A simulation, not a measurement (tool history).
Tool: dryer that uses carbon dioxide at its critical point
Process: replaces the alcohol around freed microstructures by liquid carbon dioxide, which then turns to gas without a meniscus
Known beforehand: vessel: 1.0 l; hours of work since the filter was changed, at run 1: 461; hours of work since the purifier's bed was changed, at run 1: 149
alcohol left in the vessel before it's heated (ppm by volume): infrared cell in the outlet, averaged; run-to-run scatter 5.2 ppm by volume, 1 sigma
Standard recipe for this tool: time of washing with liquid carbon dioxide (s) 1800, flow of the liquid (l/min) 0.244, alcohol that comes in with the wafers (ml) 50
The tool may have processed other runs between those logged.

| run | day | time of washing with liquid carbon dioxide (s) | flow of the liquid (l/min) | alcohol that comes in with the wafers (ml) | hours of work since the filter was changed | hours of work since the purifier's bed was changed | alcohol left in the vessel before it's heated (ppm by volume) |
|---|---|---|---|---|---|---|---|
| 1 | 0 | 1800 | 0.244 | 50 | 461 | 149 | 198 |
| 2 | 0.667 | 1800 | 0.244 | 50 | 467 | 155 | 204 |
| 3 | 2.117 | 1800 | 0.335 | 50 | 478 | 167 | 40 |
| 4 | 2.804 | 1800 | 0.335 | 50 | 484 | 172 | 51 |
| 5 | 3.725 | 1800 | 0.335 | 50 | 491 | 180 | 48 |
| 6 | 4.817 | 1800 | 0.335 | 50 | 500 | 189 | 50 |
| 7 | 5.454 | 1800 | 0.335 | 50 | 506 | 194 | 56 |
| 8 | 6.762 | 1800 | 0.335 | 50 | 516 | 204 | 47 |
| 9 | 7.996 | 1800 | 0.244 | 50 | 526 | 214 | 227 |
| 10 | 8.875 | 1800 | 0.244 | 50 | 533 | 221 | 223 |
| 11 | 10.042 | 1800 | 0.362 | 50 | 543 | 231 | 50 |
| 12 | 11.554 | 1800 | 0.362 | 50 | 555 | 243 | 50 |
|  | 12.529 | inlet filter changed |
| 13 | 12.646 | 1800 | 0.336 | 50 | 1 | 252 | 51 |
| 14 | 13.579 | 1800 | 0.244 | 50 | 9 | 259 | 142 |
| 15 | 14.925 | 1500 | 0.244 | 50 | 19 | 270 | 323 |
| 16 | 16.312 | 1080 | 0.244 | 50 | 31 | 282 | 1248 |
| 17 | 17.367 | 1860 | 0.244 | 50 | 39 | 290 | 128 |
| 18 | 18.888 | 1860 | 0.244 | 50 | 52 | 302 | 129 |
| 19 | 19.629 | 1800 | 0.244 | 50 | 58 | 308 | 155 |
| 20 | 20.846 | 1800 | 0.349 | 50 | 68 | 318 | 68 |
| 21 | 22.25 | 1980 | 0.244 | 50 | 79 | 330 | 111 |
| 22 | 23.254 | 1980 | 0.244 | 50 | 87 | 338 | 123 |
| 23 | 23.942 | 2640 | 0.302 | 50 | 93 | 343 | 51 |
| 24 | 25.267 | 2640 | 0.302 | 50 | 103 | 354 | 63 |
| 25 | 26.704 | 2640 | 0.334 | 27 | 115 | 366 | 63 |
| 26 | 27.4 | 2640 | 0.23 | 39 | 121 | 372 | 66 |
| 27 | 28.062 | 1260 | 0.244 | 36 | 126 | 377 | 570 |
| 28 | 29.208 | 1140 | 0.195 | 50 | 135 | 386 | 2482 |
| 29 | 30.104 | 1140 | 0.195 | 50 | 143 | 394 | 2511 |
| 30 | 31.579 | 1140 | 0.195 | 50 | 155 | 405 | 2530 |
| 31 | 32.929 | 1800 | 0.244 | 22 | 166 | 416 | 130 |
| 32 | 34.362 | 1800 | 0.244 | 22 | 177 | 428 | 123 |
| 33 | 35.042 | 1800 | 0.38 | 50 | 183 | 434 | 74 |
| 34 | 35.671 | 2220 | 0.397 | 69 | 188 | 439 | 61 |
| 35 | 36.512 | 1620 | 0.389 | 68 | 195 | 446 | 73 |
| 36 | 37.55 | 1800 | 0.177 | 48 | 203 | 454 | 749 |
| 37 | 38.933 | 2340 | 0.282 | 81 | 214 | 465 | 77 |
| 38 | 39.712 | 1800 | 0.244 | 20 | 221 | 472 | 124 |
| 39 | 40.892 | 1800 | 0.244 | 20 | 230 | 481 | 131 |
| 40 | 41.646 | 1800 | 0.244 | 20 | 236 | 487 | 130 |
| 41 | 42.354 | 1800 | 0.152 | 50 | 242 | 493 | 1480 |
| 42 | 43.875 | 1800 | 0.152 | 50 | 254 | 505 | 1473 |
| 43 | 44.633 | 1560 | 0.252 | 50 | 261 | 511 | 316 |

Some steps in alcohol left in the vessel before it's heated (ppm by volume) between neighbouring runs. How much of each would the tool show without its hidden state too (settings, what came in, random variation), and how much is left for the hidden state, with any gauge scatter that isn't in both results?
The tool's hidden condition here consists of: flow that reaches the vessel past the clogged filter, %; alcohol in the recycled carbon dioxide, ppm; drift of the gauge itself on alcohol_ppm, %.
Run 27 -> 28: time of washing with liquid carbon dioxide (s) 1260 -> 1140, flow of the liquid (l/min) 0.244 -> 0.195, alcohol that comes in with the wafers (ml) 36 -> 50. alcohol left in the vessel before it's heated (ppm by volume) +1912: hidden state +128, all else +1784.
Run 30 -> 31: time of washing with liquid carbon dioxide (s) 1140 -> 1800, flow of the liquid (l/min) 0.195 -> 0.244, alcohol that comes in with the wafers (ml) 50 -> 22. alcohol left in the vessel before it's heated (ppm by volume) -2400: hidden state -191, all else -2209.
Run 40 -> 41: flow of the liquid (l/min) 0.244 -> 0.152, alcohol that comes in with the wafers (ml) 20 -> 50. alcohol left in the vessel before it's heated (ppm by volume) +1350: hidden state +199, all else +1151.
Run 42 -> 43: time of washing with liquid carbon dioxide (s) 1800 -> 1560, flow of the liquid (l/min) 0.152 -> 0.252. alcohol left in the vessel before it's heated (ppm by volume) -1157: hidden state -167, all else -990.
